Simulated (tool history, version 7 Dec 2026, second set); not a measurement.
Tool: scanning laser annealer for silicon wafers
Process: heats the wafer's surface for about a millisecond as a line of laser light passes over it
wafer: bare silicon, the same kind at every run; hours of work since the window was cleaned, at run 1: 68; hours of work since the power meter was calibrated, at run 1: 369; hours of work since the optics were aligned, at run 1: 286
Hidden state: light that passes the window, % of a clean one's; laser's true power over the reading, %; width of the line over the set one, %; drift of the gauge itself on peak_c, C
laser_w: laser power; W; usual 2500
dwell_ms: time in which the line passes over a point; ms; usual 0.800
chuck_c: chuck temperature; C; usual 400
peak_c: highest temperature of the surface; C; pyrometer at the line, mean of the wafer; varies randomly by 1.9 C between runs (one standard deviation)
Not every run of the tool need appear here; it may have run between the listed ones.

run   hour  laser_w  dwell_ms  chuck_c  hours of work since the window was cleaned  hours of work since the power meter was calibrated  hours of work since the optics were aligned  peak_c
  1    0.0     2500     0.800      400                                          68                                                 369                                          286    1160
  2   11.9     2500     0.800      388                                          76                                                 377                                          294    1144
  3   22.8     2500     0.800      411                                          84                                                 385                                          302    1168
  4   35.5     2500     0.800      411                                          93                                                 394                                          311    1165
  5   50.8     2500     0.800      400                                         103                                                 404                                          322    1156
  6   66.5     2500     0.800      400                                         114                                                 415                                          332    1154
  7   74.4     2500     0.800      400                                         120                                                 421                                          338    1150
  8   86.6     2500     0.800      400                                         128                                                 429                                          347    1153
  9   93.8     2500     0.800      400                                         133                                                 434                                          352    1149
 10  103.0     2500     0.800      400                                         140                                                 441                                          358    1150
 11  112.2     2500     0.800      400                                         146                                                 447                                          364    1149
 12  126.0     2500     0.800      400                                         156                                                 457                                          374    1145
 13  132.6     2500     0.800      400                                         161                                                 462                                          379    1147
 14  145.4     2500     0.800      400                                         169                                                 470                                          388    1146
 15  159.0     2500     0.800      398                                         179                                                 480                                          397    1143
 16  168.5     2512     0.800      400                                         186                                                 487                                          404    1148
 17  181.6     2512     0.800      400                                         195                                                 496                                          413    1145
 18  193.1     2512     0.800      400                                         203                                                 504                                          421    1142
 19  206.0     2512     0.800      428                                         212                                                 513                                          430    1170
 20  212.8     2500     0.800      400                                         217                                                 518                                          435    1138
 21  224.4     2561     0.800      400                                         225                                                 526                                          443    1158
 22  236.0     2561     0.752      400                                         233                                                 534                                          451    1134
 23  248.0     2579     0.969      400                                         241                                                 542                                          459    1234
 24  262.6     2579     0.969      400                                         251                                                 552                                          470    1233
 25  273.6     2327     0.696      400                                         259                                                 560                                          477    1036
 26  284.9     2197     0.800      386                                         267                                                 568                                          485    1018
 27  294.7     2500     0.800      386                                         274                                                 575                                          492    1117
 28  305.3     2164     0.924      367                                         281                                                 582                                          499    1035
 29  314.5     2164     0.924      367                                         288                                                 589                                          506    1035
 30  323.1     2164     0.924      367                                         294                                                 595                                          512    1035
 31  331.3     2601     0.630      440                                         299                                                 600                                          518    1125
 32  339.5     2601     0.965      410                                         305                                                 606                                          523    1238
 33  353.8     2690     0.905      367                                         315                                                 616                                          533    1202
 34  363.4     2222     0.800      434                                         322                                                 623                                          540    1071
 35  378.5     2500     0.745      400                                         332                                                 633                                          551    1102
 36  390.2     2500     0.874      400                                         341                                                 642                                          559    1155
 37  405.6     2500     0.874      400                                         351                                                 652                                          570    1152
 38  413.5     2500     0.874      400                                         357                                                 658                                          575    1150
 39  426.3     2500     0.874      400                                         366                                                 667                                          584    1150
 40  442.3     2473     0.719      391                                         377                                                 678                                          595    1066
 41  451.9     2473     0.719      391                                         384                                                 685                                          602    1070

4 ways to go on from here, each from the tool as it stands after run 41. What would each give?
     456.7  -- window over the wafer cleaned
  A  465.3     2473     0.719      370                                           6                                                 693                                          610       ?
     456.7  -- window over the wafer cleaned
  B  465.3     2500     0.624      400                                           6                                                 693                                          610       ?
     456.7  -- window over the wafer cleaned
  C  465.3     2478     0.800      405                                           6                                                 693                                          610       ?
     456.7  -- window over the wafer cleaned
  D  465.3     2456     0.667      396                                           6                                                 693                                          610       ?

run  peak_c
  A    1083
  B    1075
  C    1154
  D    1078
Without the tool's unlogged condition, the same runs would have read:
run  peak_c
  A    1093
  B    1084
  C    1164
  D    1088
